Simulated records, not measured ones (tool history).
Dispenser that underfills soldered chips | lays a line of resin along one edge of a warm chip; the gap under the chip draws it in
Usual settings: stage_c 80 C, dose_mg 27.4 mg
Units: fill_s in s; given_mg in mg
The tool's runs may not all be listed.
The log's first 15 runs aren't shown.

run	hour	stage_c	dose_mg	hours of work since the syringe was changed	hours of work since the valve was cleaned	hours of work since the stage was calibrated	fill_s	given_mg
# hour 98.4: new syringe of resin
16	100.2	67	27.4	1	32	112	150.7	26.51
17	104.8	67	27.4	4	35	115	180.4	26.35
# hour 106.5: new syringe of resin
18	109.9	67	27.4	2	38	118	162.5	26.49
# hour 114.7: new syringe of resin
19	117.9	68	27.4	2	44	124	155.9	26.15
20	122	77	30.3	5	46	126	133.9	28.75
# hour 122.7: new syringe of resin
# hour 130.6: new syringe of resin
21	130.6	89	24.9	0	52	132	70.7	23.62
# hour 138.6: new syringe of resin
22	139.9	91	28.8	1	58	138	69.2	27.19
# hour 146.7: new syringe of resin
23	146.9	91	28.8	0	62	142	66.7	27
# hour 154.4: new syringe of resin
24	155.2	91	28.8	1	68	148	67.1	26.88
# hour 162.6: new syringe of resin
25	162.6	91	28.8	0	73	153	66	26.69
26	168.6	76	30.1	4	77	157	129.7	27.84
# hour 170.9: new syringe of resin
27	173.1	74	31.5	2	80	160	122	29.04
# hour 178.7: new syringe of resin
28	182.6	74	31.5	3	86	166	128.6	28.97
# hour 186.4: new syringe of resin
29	189.2	89	24.5	2	90	170	81.1	22.17
# hour 194.6: new syringe of resin
30	196	86	24.5	1	95	175	83.3	22.15
# hour 202.5: new syringe of resin
31	205.3	83	34.8	2	101	181	92.9	31.56
# hour 210.8: new syringe of resin
32	211.1	73	28.4	0	105	185	119.5	25.76
# hour 216.9: dispensing valve cleaned and set on the balance
33	218	73	28.4	4	1	189	143.6	28.43
# hour 220.2: new syringe of resin
34	226.2	73	28.4	4	6	194	143.6	27.98

Forecast each of these 5 alternatives for the next run:
# hour 228.1: new syringe of resin
A	235.2	79	28.4	5	12	200	?	?
# hour 228.1: new syringe of resin
B	235.2	86	28.4	5	12	200	?	?
# hour 228.1: new syringe of resin
C	235.2	88	23.7	5	12	200	?	?
# hour 228.1: new syringe of resin
D	235.2	70	23.6	5	12	200	?	?
# hour 228.1: new syringe of resin
E	235.2	65	28.3	5	12	200	?	?

run	fill_s	given_mg
A	124.5	28.08
B	98.7	28.25
C	96.1	23.32
D	165.8	23.27
E	194.5	27.99
Without the tool's hidden state the same runs would have given:
run	fill_s	given_mg
A	94.4	28.44
B	74.9	28.62
C	72.9	23.63
D	125.4	23.58
E	147.4	28.36
